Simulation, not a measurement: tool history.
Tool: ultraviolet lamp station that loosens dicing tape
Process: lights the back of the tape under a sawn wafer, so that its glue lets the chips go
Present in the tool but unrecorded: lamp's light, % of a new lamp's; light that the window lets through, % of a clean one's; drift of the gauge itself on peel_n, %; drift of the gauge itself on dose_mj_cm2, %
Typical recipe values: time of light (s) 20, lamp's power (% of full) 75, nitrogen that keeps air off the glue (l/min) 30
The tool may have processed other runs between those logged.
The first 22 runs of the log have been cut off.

run,hour,time of light (s),lamp's power (% of full),nitrogen that keeps air off the glue (l/min),hours of work of the lamp,hours of work since the window was cleaned,force that peels the tape off (N),light that reached the tape (J/m2)
23,181.5,20,86,32,337,24,0.982,4830
24,192.3,27,94,20,343,29,0.627,7190
25,200.3,33,69,30,347,34,0.595,6420
26,209.8,15,71,10,352,39,3.385,3020
27,219.2,15,71,10,357,44,3.531,2990
28,227.2,20,75,13,362,48,2.102,4240
29,232.3,20,95,24,364,51,0.964,5260
30,241.2,20,95,24,369,55,0.958,5290
31,251.3,20,75,20,374,61,1.703,4140
32,262.5,20,75,15,380,67,1.965,4120
33,267.4,22,63,9,383,69,2.841,3810
34,278.2,20,68,30,389,75,1.606,3750
35,283.7,15,66,30,392,78,2.583,2710
36,289.1,12,63,11,395,81,4.57,2100
37,294.2,12,63,11,397,84,4.561,2070
38,304,25,75,25,403,89,1.018,5150
39,309.6,20,95,10,406,92,1.736,5230
40,315.7,20,95,17,409,95,1.269,5210
41,322.8,30,97,17,413,99,0.564,7920
42,330.3,20,80,33,417,103,1.192,4360
43,336.9,15,67,19,420,107,3.147,2720
44,348.2,20,89,24,426,113,1.174,4840

Branching from run 44: 3 alternative next runs. What would each branch give?
A,359.8,20,89,16,432,119,?,?
B,359.8,39,72,24,432,119,?,?
C,359.8,24,72,26,432,119,?,?

run,force that peels the tape off (N),light that reached the tape (J/m2)
A,1.494,4840
B,0.481,7680
C,1.149,4640
Take away the tool's hidden state, keep each run's random variation, and the runs would have read:
run,force that peels the tape off (N),light that reached the tape (J/m2)
A,1.249,5360
B,0.403,8500
C,0.948,5140

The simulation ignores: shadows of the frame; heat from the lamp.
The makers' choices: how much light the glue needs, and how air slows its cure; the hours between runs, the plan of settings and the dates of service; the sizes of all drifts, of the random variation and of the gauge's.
